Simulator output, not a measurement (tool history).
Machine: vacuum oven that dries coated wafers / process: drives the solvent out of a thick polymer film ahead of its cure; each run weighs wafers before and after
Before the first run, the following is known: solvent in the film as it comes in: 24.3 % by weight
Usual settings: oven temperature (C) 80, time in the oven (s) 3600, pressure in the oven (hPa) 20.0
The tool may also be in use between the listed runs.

Run 1, hour 0.0: usual settings. Result: solvent left in the film (%) 1.55.
Run 2, hour 45.4: usual settings. Result: solvent left in the film (%) 1.50.
Run 3, hour 78.9: usual settings. Result: solvent left in the film (%) 1.55.
Run 4, hour 129.0: usual settings. Result: solvent left in the film (%) 1.64.
Run 5, hour 163.5: usual settings. Result: solvent left in the film (%) 1.58.
Run 6, hour 203.0: usual settings. Result: solvent left in the film (%) 1.45.
Run 7, hour 272.2: usual settings but pressure in the oven (hPa) 68.9. Result: solvent left in the film (%) 3.99.
Run 8, hour 309.5: usual settings but pressure in the oven (hPa) 68.9. Result: solvent left in the film (%) 3.96.
Run 9, hour 348.7: usual settings but pressure in the oven (hPa) 68.9. Result: solvent left in the film (%) 4.00.
Run 10, hour 413.3: usual settings. Result: solvent left in the film (%) 1.57.
At hour 418.9: oven's thermocouples calibrated.
Run 11, hour 480.5: usual settings but oven temperature (C) 87, time in the oven (s) 4080, pressure in the oven (hPa) 33.8. Result: solvent left in the film (%) 1.33.
Run 12, hour 523.9: usual settings but oven temperature (C) 85, time in the oven (s) 1980, pressure in the oven (hPa) 26.1. Result: solvent left in the film (%) 2.14.
Run 13, hour 562.9: usual settings but oven temperature (C) 68, time in the oven (s) 3060, pressure in the oven (hPa) 38.5. Result: solvent left in the film (%) 6.20.
Run 14, hour 602.3: usual settings but oven temperature (C) 82, time in the oven (s) 3840. Result: solvent left in the film (%) 1.16.
At hour 639.6: oven's thermocouples calibrated, once more.
Run 15, hour 671.4: usual settings but oven temperature (C) 93, time in the oven (s) 3180, pressure in the oven (hPa) 55.6. Result: solvent left in the film (%) 2.22.
Run 16, hour 705.2: usual settings but oven temperature (C) 93, time in the oven (s) 3180, pressure in the oven (hPa) 55.6. Result: solvent left in the film (%) 2.14.
Run 17, hour 768.1: usual settings but oven temperature (C) 93, time in the oven (s) 3180, pressure in the oven (hPa) 55.6. Result: solvent left in the film (%) 2.17.
Run 18, hour 841.6: usual settings but oven temperature (C) 65, time in the oven (s) 3180, pressure in the oven (hPa) 55.6. Result: solvent left in the film (%) 11.37.
Run 19, hour 908.4: usual settings but oven temperature (C) 65, time in the oven (s) 3180, pressure in the oven (hPa) 55.6. Result: solvent left in the film (%) 11.40.
Run 20, hour 985.7: usual settings but oven temperature (C) 65, time in the oven (s) 3180, pressure in the oven (hPa) 55.6. Result: solvent left in the film (%) 11.23.

Alternative continuations, all from the tool just after run 20; predict every row:
Run A, hour 1060.1: usual settings but oven temperature (C) 65, time in the oven (s) 3180, pressure in the oven (hPa) 48.5. Result: solvent left in the film (%) ?.
Run B, hour 1060.1: usual settings but oven temperature (C) 91, time in the oven (s) 3780, pressure in the oven (hPa) 10.4. Result: solvent left in the film (%) ?.
Run C, hour 1060.1: usual settings but pressure in the oven (hPa) 36.0. Result: solvent left in the film (%) ?.
Run D, hour 1060.1: usual settings but oven temperature (C) 91, time in the oven (s) 5400, pressure in the oven (hPa) 36.8. Result: solvent left in the film (%) ?.

run  solvent left in the film (%)
  A                         10.72
  B                          0.59
  C                          3.21
  D                          1.40
Without the tool's unlogged condition, the same runs would have read:
run  solvent left in the film (%)
  A                         10.60
  B                          0.50
  C                          3.11
  D                          1.31
